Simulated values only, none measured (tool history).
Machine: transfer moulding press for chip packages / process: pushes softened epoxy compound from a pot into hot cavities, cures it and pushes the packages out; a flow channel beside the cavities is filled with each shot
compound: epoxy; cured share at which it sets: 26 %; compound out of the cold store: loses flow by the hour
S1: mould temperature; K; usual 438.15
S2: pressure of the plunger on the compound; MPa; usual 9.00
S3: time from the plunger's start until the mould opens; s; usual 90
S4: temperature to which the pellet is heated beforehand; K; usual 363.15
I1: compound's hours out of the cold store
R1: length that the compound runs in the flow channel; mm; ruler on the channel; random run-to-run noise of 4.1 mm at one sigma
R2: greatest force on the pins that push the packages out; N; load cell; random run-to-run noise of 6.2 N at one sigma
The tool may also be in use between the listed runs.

run 1 day=0.000 | S1=438.15 S2=9.00 S3=90 S4=363.15 | I1=12.0 | R1=589 R2=245
run 2 day=0.425 | S1=438.15 S2=9.00 S3=117 S4=363.15 | I1=46.7 | R1=455 R2=193
-- day=0.742 cavities cleaned with cleaning compound and waxed
run 3 day=1.017 | S1=438.15 S2=9.00 S3=90 S4=363.15 | I1=24.5 | R1=543 R2=237
run 4 day=1.488 | S1=438.15 S2=9.00 S3=90 S4=363.15 | I1=31.2 | R1=509 R2=235
run 5 day=1.938 | S1=438.15 S2=9.00 S3=90 S4=367.15 | I1=20.5 | R1=548 R2=234
run 6 day=2.292 | S1=438.15 S2=9.00 S3=90 S4=367.15 | I1=46.9 | R1=458 R2=225
-- day=2.504 cavities cleaned with cleaning compound and waxed
run 7 day=2.704 | S1=438.15 S2=9.00 S3=90 S4=367.15 | I1=19.5 | R1=552 R2=239
run 8 day=3.092 | S1=438.15 S2=9.00 S3=90 S4=367.15 | I1=37.8 | R1=489 R2=236
run 9 day=3.467 | S1=438.15 S2=9.00 S3=90 S4=367.15 | I1=23.3 | R1=536 R2=232
run 10 day=3.771 | S1=438.15 S2=9.00 S3=90 S4=367.15 | I1=20.8 | R1=552 R2=238
-- day=4.292 cavities cleaned with cleaning compound and waxed
run 11 day=4.350 | S1=438.15 S2=9.00 S3=90 S4=367.15 | I1=10.0 | R1=590 R2=243
run 12 day=4.638 | S1=438.15 S2=9.00 S3=90 S4=367.15 | I1=17.4 | R1=562 R2=232
run 13 day=4.975 | S1=438.15 S2=9.00 S3=90 S4=367.15 | I1=43.2 | R1=476 R2=230
run 14 day=5.271 | S1=432.15 S2=7.71 S3=99 S4=367.15 | I1=17.5 | R1=523 R2=290
run 15 day=5.658 | S1=444.15 S2=10.38 S3=76 S4=354.15 | I1=35.1 | R1=536 R2=230
run 16 day=5.942 | S1=433.15 S2=10.38 S3=87 S4=371.15 | I1=40.0 | R1=513 R2=320
-- day=6.054 cavities cleaned with cleaning compound and waxed
run 17 day=6.421 | S1=433.15 S2=8.91 S3=87 S4=363.15 | I1=33.1 | R1=506 R2=324
run 18 day=6.962 | S1=433.15 S2=8.91 S3=87 S4=363.15 | I1=47.4 | R1=460 R2=313
run 19 day=7.300 | S1=438.15 S2=8.68 S3=107 S4=363.15 | I1=21.9 | R1=540 R2=200
run 20 day=7.671 | S1=438.15 S2=9.00 S3=103 S4=363.15 | I1=14.4 | R1=577 R2=211
-- day=7.817 cavities cleaned with cleaning compound and waxed
run 21 day=8.300 | S1=438.15 S2=9.00 S3=103 S4=363.15 | I1=8.7 | R1=597 R2=207
run 22 day=8.808 | S1=438.15 S2=9.00 S3=118 S4=359.15 | I1=16.3 | R1=561 R2=191
run 23 day=9.088 | S1=438.15 S2=8.87 S3=92 S4=361.15 | I1=28.7 | R1=517 R2=238
run 24 day=9.458 | S1=438.15 S2=8.87 S3=95 S4=361.15 | I1=13.9 | R1=570 R2=237
-- day=9.596 cavities cleaned with cleaning compound and waxed
run 25 day=10.079 | S1=438.15 S2=8.90 S3=71 S4=357.15 | I1=28.1 | R1=523 R2=383

Each row is a separate what-if for the run after 25, all from the same tool condition, not one after another. Results?
run A day=10.462 | S1=434.15 S2=9.00 S3=90 S4=363.15 | I1=47.5 | R1=? R2=?
run B day=10.462 | S1=438.15 S2=8.90 S3=108 S4=357.15 | I1=29.7 | R1=? R2=?
run C day=10.462 | S1=437.15 S2=8.22 S3=71 S4=357.15 | I1=42.6 | R1=? R2=?
run D day=10.462 | S1=438.15 S2=10.65 S3=71 S4=364.15 | I1=10.8 | R1=? R2=?

run=A R1=454 R2=280
run=B R1=517 R2=189
run=C R1=449 R2=386
run=D R1=638 R2=393
Stripped of hidden state, with their random variation kept, the same runs would have yielded:
run=A R1=454 R2=278
run=B R1=518 R2=188
run=C R1=449 R2=383
run=D R1=639 R2=391
